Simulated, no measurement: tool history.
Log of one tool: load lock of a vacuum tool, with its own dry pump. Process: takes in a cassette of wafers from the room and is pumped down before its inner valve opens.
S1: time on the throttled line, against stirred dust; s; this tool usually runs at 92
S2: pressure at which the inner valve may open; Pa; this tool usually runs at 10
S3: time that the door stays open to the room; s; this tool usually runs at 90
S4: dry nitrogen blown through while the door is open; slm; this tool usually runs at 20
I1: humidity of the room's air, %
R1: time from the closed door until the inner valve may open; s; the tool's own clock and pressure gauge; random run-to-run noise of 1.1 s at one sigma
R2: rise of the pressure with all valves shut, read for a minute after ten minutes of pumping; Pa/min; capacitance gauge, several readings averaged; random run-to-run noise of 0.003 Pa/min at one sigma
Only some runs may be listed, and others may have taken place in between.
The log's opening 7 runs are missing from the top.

run,hour,S1,S2,S3,S4,I1,R1,R2
8,2081.7,92,10,90,5,48.4,228.7,0.135
9,2366.6,92,10,90,5,44.5,230.3,0.139
10,2639.2,92,10,90,5,49.3,229.6,0.142
11,2955.8,92,10,90,20,43.6,232.3,0.136
12,3149.7,92,10,90,20,44.6,232.2,0.142
13,3479.1,92,10,90,20,44.6,232.4,0.155
14,3658.8,92,10,90,20,43.7,231.7,0.156
15,3944.9,92,10,90,20,48,233.5,0.163
16,4322.3,92,10,90,20,42.8,233.6,0.174
17,4558.5,92,10,90,20,48.3,236,0.183
18,4775.6,92,10,90,20,46.7,234.3,0.188
19,5121.7,114,12,37,4,46.3,248.5,0.196
20,5415.8,92,10,120,7,43.3,235.6,0.222

What does the tool deliver on the next run?
21,5799.4,69,16,42,12,41.7,?,?

Run 21 produced R1 213.5 s, R2 0.213 Pa/min.
With the hidden condition absent and the run-to-run variation left alone, this run would have shown R1 197.4 s, R2 0.02 Pa/min.
